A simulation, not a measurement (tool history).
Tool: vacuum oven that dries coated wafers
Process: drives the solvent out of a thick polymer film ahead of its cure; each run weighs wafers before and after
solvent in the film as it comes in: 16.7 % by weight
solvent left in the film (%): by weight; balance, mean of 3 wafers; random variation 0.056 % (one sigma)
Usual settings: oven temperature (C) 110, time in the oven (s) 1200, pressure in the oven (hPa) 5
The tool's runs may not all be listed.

| run | hour | oven temperature (C) | time in the oven (s) | pressure in the oven (hPa) | solvent left in the film (%) |
|---|---|---|---|---|---|
| 1 | 0 | 110 | 1200 | 5 | 2.63 |
| 2 | 23.6 | 110 | 1200 | 5 | 2.48 |
| 3 | 54.4 | 110 | 1200 | 5 | 2.52 |
| 4 | 77.4 | 110 | 1200 | 5 | 2.52 |
| 5 | 106.9 | 110 | 1200 | 5 | 2.57 |
| 6 | 134.9 | 110 | 1200 | 5 | 2.47 |
| 7 | 163.1 | 110 | 1200 | 5 | 2.51 |
| 8 | 189.6 | 110 | 1200 | 5 | 2.51 |
| 9 | 217.5 | 110 | 1560 | 5 | 1.68 |
| 10 | 240.7 | 110 | 720 | 5 | 4.82 |
| 11 | 263.5 | 121 | 1200 | 5 | 0.7 |
| 12 | 289 | 110 | 1200 | 5 | 2.48 |
| 13 | 304.7 | 110 | 1560 | 5 | 1.63 |
| 14 | 324.4 | 110 | 1560 | 5 | 1.62 |
| 15 | 350.6 | 109 | 1620 | 5 | 1.76 |
| 16 | 382.2 | 109 | 1620 | 5 | 1.74 |
| 17 | 409.5 | 110 | 1200 | 9.51 | 2.85 |
| 18 | 431.1 | 110 | 1200 | 9.51 | 2.92 |
| 19 | 458.2 | 110 | 1200 | 9.51 | 2.91 |
| 20 | 475 | 106 | 1200 | 9.51 | 4.02 |
| 21 | 496.6 | 106 | 1200 | 9.51 | 3.96 |
| 22 | 524.8 | 110 | 780 | 5 | 4.43 |
| 23 | 550.2 | 99 | 1380 | 14.89 | 6.25 |
| 24 | 577 | 99 | 1380 | 14.89 | 6.05 |
| 25 | 593.2 | 110 | 1620 | 5 | 1.5 |
| 26 | 624.6 | 103 | 1200 | 3.49 | 4.31 |

The same runs without the tool's hidden state, with the same run-to-run variation:
The hidden state here: true wafer temperature over the reading, C; true pressure over the reading, kPa; drift of the gauge itself on solvent_pct, %.
| run | solvent left in the film (%) |
|---|---|
| 1 | 2.6 |
| 2 | 2.45 |
| 3 | 2.48 |
| 4 | 2.48 |
| 5 | 2.53 |
| 6 | 2.44 |
| 7 | 2.47 |
| 8 | 2.47 |
| 9 | 1.64 |
| 10 | 4.78 |
| 11 | 0.68 |
| 12 | 2.44 |
| 13 | 1.59 |
| 14 | 1.58 |
| 15 | 1.72 |
| 16 | 1.7 |
| 17 | 2.81 |
| 18 | 2.88 |
| 19 | 2.86 |
| 20 | 3.97 |
| 21 | 3.91 |
| 22 | 4.38 |
| 23 | 6.19 |
| 24 | 5.99 |
| 25 | 1.46 |
| 26 | 4.26 |

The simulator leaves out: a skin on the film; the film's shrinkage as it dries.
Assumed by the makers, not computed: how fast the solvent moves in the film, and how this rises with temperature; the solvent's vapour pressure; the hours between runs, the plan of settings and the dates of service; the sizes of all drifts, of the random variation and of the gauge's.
